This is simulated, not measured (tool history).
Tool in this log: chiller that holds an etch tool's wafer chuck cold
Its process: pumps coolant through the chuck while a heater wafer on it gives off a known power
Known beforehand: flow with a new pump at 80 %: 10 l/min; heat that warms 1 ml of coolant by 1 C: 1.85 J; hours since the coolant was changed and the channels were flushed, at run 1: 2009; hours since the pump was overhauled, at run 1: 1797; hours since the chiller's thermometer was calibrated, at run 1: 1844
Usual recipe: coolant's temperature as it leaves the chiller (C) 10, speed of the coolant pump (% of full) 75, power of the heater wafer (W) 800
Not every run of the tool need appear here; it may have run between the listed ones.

run    hour  coolant's temperature as it leaves the chiller (C)  speed of the coolant pump (% of full)  power of the heater wafer (W)  hours since the coolant was changed and the channels were flushed  hours since the pump was overhauled  hours since the chiller's thermometer was calibrated  chuck's temperature once it has settled (C)  how much warmer the coolant comes back (C)
  1       0                                                  10                                     75                            800                                                               2009                                 1797                                                  1844                                         16.4                                        2.86
  2   132.4                                                  10                                     75                            800                                                               2142                                 1930                                                  1976                                         16.4                                        2.78
  3   239.9                                                  10                                     75                            511                                                               2249                                 2037                                                  2084                                         14.2                                        1.86
  4   308.8                                                  10                                     75                            800                                                               2318                                 2106                                                  2153                                         16.5                                        2.84
  5   401.4                                                  10                                     75                            800                                                               2411                                 2199                                                  2245                                         16.5                                         2.8
  6   527.3                                                  10                                     73                            800                                                               2537                                 2325                                                  2371                                         16.9                                        2.86
  7   665.2                                                  10                                     73                            800                                                               2675                                 2463                                                  2509                                         16.7                                        2.91
  8   762.2                                                  10                                     73                            800                                                               2772                                 2559                                                  2606                                         16.8                                        2.97
  9   894.5                                                  10                                     73                            800                                                               2904                                 2692                                                  2738                                           17                                        2.96
 10   977.1                                                  12                                     75                            800                                                               2987                                 2774                                                  2821                                         18.7                                        2.88
 11  1121.1                                                  12                                     75                            800                                                               3131                                 2918                                                  2965                                         18.9                                        2.81
 12  1250.4                                                  12                                     75                            607                                                               3260                                 3048                                                  3094                                         17.2                                        2.17
 13  1349.6                                                  12                                     75                            607                                                               3359                                 3147                                                  3194                                         17.1                                        2.16
 14  1420.7                                                  12                                     75                            607                                                               3430                                 3218                                                  3265                                         17.2                                        2.16
 15  1505.2                                                  12                                     75                            607                                                               3515                                 3302                                                  3349                                         17.3                                        2.19
     1572.5  -- chiller's thermometer calibrated
 16  1584.6                                                  10                                     63                            800                                                               3593                                 3381                                                    12                                         17.4                                        3.37
 17  1690.7                                                  10                                     63                            800                                                               3699                                 3487                                                   118                                         17.3                                        3.42
 18  1828.5                                                   8                                     81                            800                                                               3837                                 3625                                                   256                                         14.4                                        2.72
 19  1965.5                                                   8                                     81                            800                                                               3974                                 3762                                                   393                                         14.3                                        2.73
 20  2112.3                                                  12                                     65                            455                                                               4121                                 3909                                                   540                                         16.2                                        1.86
 21  2245.6                                                  20                                     75                            455                                                               4254                                 4042                                                   673                                         23.8                                        1.66
 22  2341.2                                                   8                                     68                            404                                                               4350                                 4137                                                   769                                         11.7                                        1.67
 23  2431.2                                                   8                                     75                            494                                                               4440                                 4228                                                   859                                         12.3                                        1.79
 24  2569.8                                                  15                                     81                            494                                                               4578                                 4366                                                   997                                         19.1                                        1.65
 25  2695.1                                                   2                                     98                            850                                                               4704                                 4491                                                  1123                                          8.3                                        2.43
 26  2801.3                                                  10                                     87                            800                                                               4810                                 4598                                                  1229                                         16.4                                        2.56
 27    2919                                                  10                                     87                            800                                                               4927                                 4715                                                  1347                                         16.6                                        2.53
 28  3022.1                                                  10                                     87                            800                                                               5031                                 4818                                                  1450                                         16.6                                        2.55
 29  3177.5                                                   9                                     75                            800                                                               5186                                 4974                                                  1605                                         15.8                                        2.97
     3234.9  -- coolant changed, channels flushed
 30  3283.3                                                   2                                     85                            433                                                                 48                                 5074                                                  1705                                          5.3                                        1.39
 31  3398.5                                                   5                                     75                            861                                                                164                                 5189                                                  1820                                         12.1                                        3.28

3 options for the next run, each taken on its own from the tool as it stands now. Forecast them:
  A  3470.3                                                   2                                     86                            813                                                                235                                 5261                                                  1892                                            ?                                           ?
  B  3470.3                                                   2                                     77                            861                                                                235                                 5261                                                  1892                                            ?                                           ?
  C  3470.3                                                  10                                     66                            601                                                                235                                 5261                                                  1892                                            ?                                           ?

run  chuck's temperature once it has settled (C)  how much warmer the coolant comes back (C)
  A                                          7.9                                        2.68
  B                                          8.8                                        3.16
  C                                         15.1                                        2.56
With no hidden state in the tool, these same runs would have given:
run  chuck's temperature once it has settled (C)  how much warmer the coolant comes back (C)
  A                                          7.5                                        2.47
  B                                          8.4                                        2.92
  C                                         14.8                                        2.37
